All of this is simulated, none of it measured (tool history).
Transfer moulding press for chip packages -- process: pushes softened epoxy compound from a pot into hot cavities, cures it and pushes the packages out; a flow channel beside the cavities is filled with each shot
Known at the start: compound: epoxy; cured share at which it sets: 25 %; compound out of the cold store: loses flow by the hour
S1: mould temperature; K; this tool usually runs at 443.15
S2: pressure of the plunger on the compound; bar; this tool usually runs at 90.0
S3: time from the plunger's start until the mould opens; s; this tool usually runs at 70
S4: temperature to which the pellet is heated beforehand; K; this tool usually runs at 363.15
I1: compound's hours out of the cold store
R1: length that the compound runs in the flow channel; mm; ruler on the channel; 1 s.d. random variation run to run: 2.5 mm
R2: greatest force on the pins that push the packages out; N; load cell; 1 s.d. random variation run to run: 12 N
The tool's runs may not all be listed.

run	hour	S1	S2	S3	S4	I1	R1	R2
1	0.0	443.15	90.0	70	363.15	32.3	504	584
2	40.3	443.15	90.0	70	363.15	9.4	599	655
# hour 51.1: cavities cleaned with cleaning compound and waxed
3	72.5	443.15	90.0	70	363.15	28.9	519	591
4	106.6	443.15	90.0	70	363.15	37.1	486	591
# hour 126.1: cavities cleaned with cleaning compound and waxed
5	150.7	443.15	90.0	70	363.15	32.3	502	579
# hour 182.0: mould's thermocouples calibrated
# hour 192.2: plunger's sealing rings changed
# hour 207.1: cavities cleaned with cleaning compound and waxed
6	207.1	443.15	90.0	70	363.15	16.1	568	616
7	231.7	443.15	90.0	70	363.15	40.7	471	588
8	252.0	443.15	90.0	70	363.15	41.8	467	584
# hour 284.0: cavities cleaned with cleaning compound and waxed
9	284.0	443.15	90.0	70	363.15	44.1	463	567
10	322.9	449.15	90.0	70	363.15	11.7	569	450
# hour 360.6: cavities cleaned with cleaning compound and waxed
11	360.6	443.15	105.5	70	358.15	35.8	529	569

Expected results for the next run?
12	393.8	443.15	104.0	64	364.15	33.2	?	?

R1: 539 mm
R2: 719 N
The same run, on a tool lacking any hidden state, would have yielded R1 539 mm, R2 716 N.

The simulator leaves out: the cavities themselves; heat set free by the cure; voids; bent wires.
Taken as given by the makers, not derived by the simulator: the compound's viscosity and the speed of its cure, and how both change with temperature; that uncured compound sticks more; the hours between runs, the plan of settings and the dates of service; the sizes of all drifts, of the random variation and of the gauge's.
